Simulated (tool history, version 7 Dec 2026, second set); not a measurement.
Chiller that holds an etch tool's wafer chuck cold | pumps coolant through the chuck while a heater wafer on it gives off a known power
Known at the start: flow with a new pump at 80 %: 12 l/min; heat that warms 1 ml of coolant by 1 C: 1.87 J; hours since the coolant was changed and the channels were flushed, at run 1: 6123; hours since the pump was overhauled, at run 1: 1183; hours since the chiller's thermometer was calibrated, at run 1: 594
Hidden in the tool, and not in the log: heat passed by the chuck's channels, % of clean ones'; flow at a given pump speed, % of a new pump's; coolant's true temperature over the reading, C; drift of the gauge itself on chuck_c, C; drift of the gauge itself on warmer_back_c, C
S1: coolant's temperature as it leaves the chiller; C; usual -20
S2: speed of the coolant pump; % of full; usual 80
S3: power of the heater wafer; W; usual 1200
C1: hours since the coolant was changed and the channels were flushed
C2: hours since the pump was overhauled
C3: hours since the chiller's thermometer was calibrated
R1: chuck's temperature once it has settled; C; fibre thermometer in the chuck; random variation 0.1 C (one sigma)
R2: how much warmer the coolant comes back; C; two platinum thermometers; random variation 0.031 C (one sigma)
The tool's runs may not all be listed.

| run | day | S1 | S2 | S3 | C1 | C2 | C3 | R1 | R2 |
|---|---|---|---|---|---|---|---|---|---|
| 1 | 0 | -20 | 80 | 1200 | 6123 | 1183 | 594 | -3.8 | 3.23 |
| 2 | 0.883 | -20 | 80 | 1200 | 6144 | 1205 | 615 | -3.7 | 3.26 |
| 3 | 2.425 | -20 | 80 | 1200 | 6181 | 1242 | 652 | -3.8 | 3.3 |
| 4 | 3.429 | -20 | 80 | 1475 | 6205 | 1266 | 676 | 0.2 | 3.99 |
| 5 | 4.8 | -20 | 80 | 1475 | 6238 | 1299 | 709 | 0 | 3.99 |
| 6 | 5.454 | -20 | 80 | 1475 | 6253 | 1314 | 724 | 0.1 | 4.06 |
| 7 | 6.788 | -20 | 80 | 1475 | 6285 | 1346 | 756 | 0.2 | 4.05 |
| 8 | 7.654 | -20 | 80 | 1475 | 6306 | 1367 | 777 | 0 | 3.98 |
| 9 | 9.004 | -27 | 80 | 1200 | 6339 | 1400 | 810 | -10.5 | 3.26 |
| 10 | 10.55 | -20 | 80 | 1200 | 6376 | 1437 | 847 | -3.5 | 3.29 |
| 11 | 11.183 | -20 | 64 | 1200 | 6391 | 1452 | 862 | -0.9 | 4.12 |
| 12 | 12.138 | -20 | 64 | 1200 | 6414 | 1475 | 885 | -0.9 | 4.12 |
| 13 | 13.512 | -20 | 64 | 1200 | 6447 | 1508 | 918 | -0.8 | 4.13 |
| 14 | 14.938 | -20 | 64 | 1200 | 6481 | 1542 | 952 | -0.6 | 4.1 |
| 15 | 15.621 | -20 | 92 | 1200 | 6497 | 1558 | 968 | -4.8 | 2.84 |
| 16 | 16.371 | -20 | 80 | 1557 | 6515 | 1576 | 986 | 1.4 | 4.27 |
| 17 | 17.475 | -10 | 71 | 1118 | 6542 | 1603 | 1013 | 6.6 | 3.42 |
| 18 | 18.862 | -10 | 72 | 1005 | 6575 | 1636 | 1046 | 5.1 | 3.06 |
| 19 | 19.838 | -10 | 72 | 1005 | 6599 | 1660 | 1070 | 4.9 | 3.03 |
| 20 | 21.212 | -11 | 100 | 1200 | 6632 | 1693 | 1103 | 3.2 | 2.57 |
| 21 | 22.117 | -27 | 65 | 1306 | 6653 | 1714 | 1124 | -6.3 | 4.38 |
| 22 | 22.846 | -27 | 65 | 1306 | 6671 | 1732 | 1142 | -6.1 | 4.41 |
| 23 | 23.892 | -27 | 65 | 1306 | 6696 | 1757 | 1167 | -6.2 | 4.41 |
| 24 | 25.433 | -26 | 99 | 1200 | 6733 | 1794 | 1204 | -11.5 | 2.62 |
| 25 | 26.796 | -28 | 97 | 804 | 6766 | 1827 | 1237 | -18.2 | 1.81 |
| 26 | 28.204 | -28 | 69 | 1454 | 6799 | 1860 | 1270 | -5.6 | 4.67 |
| 27 | 29.429 | -12 | 80 | 1200 | 6829 | 1890 | 1300 | 4.8 | 3.32 |
| 28 | 30.879 | -12 | 80 | 1200 | 6864 | 1924 | 1335 | 4.9 | 3.31 |
| 29 | 31.788 | -18 | 68 | 1783 | 6885 | 1946 | 1356 | 9.9 | 5.81 |
| 30 | 33.212 | -18 | 76 | 1465 | 6920 | 1980 | 1391 | 3.3 | 4.24 |
| 31 | 34.058 | -18 | 76 | 1465 | 6940 | 2001 | 1411 | 3.4 | 4.31 |

Forecast each of these 5 alternatives for the next run:
| A | 35.562 | -22 | 98 | 1465 | 6976 | 2037 | 1447 | ? | ? |
| B | 35.562 | -18 | 80 | 1465 | 6976 | 2037 | 1447 | ? | ? |
| C | 35.562 | -22 | 64 | 843 | 6976 | 2037 | 1447 | ? | ? |
| D | 35.562 | -18 | 67 | 1465 | 6976 | 2037 | 1447 | ? | ? |
| E | 35.562 | -21 | 80 | 885 | 6976 | 2037 | 1447 | ? | ? |

| run | R1 | R2 |
|---|---|---|
| A | -3.9 | 3.33 |
| B | 2.8 | 4.05 |
| C | -8.3 | 2.94 |
| D | 5.3 | 4.86 |
| E | -8.6 | 2.43 |
Without the tool's hidden state the same runs would have given:
| run | R1 | R2 |
|---|---|---|
| A | -7.4 | 3.22 |
| B | -1.2 | 3.91 |
| C | -11 | 2.83 |
| D | 0.8 | 4.69 |
| E | -11 | 2.35 |
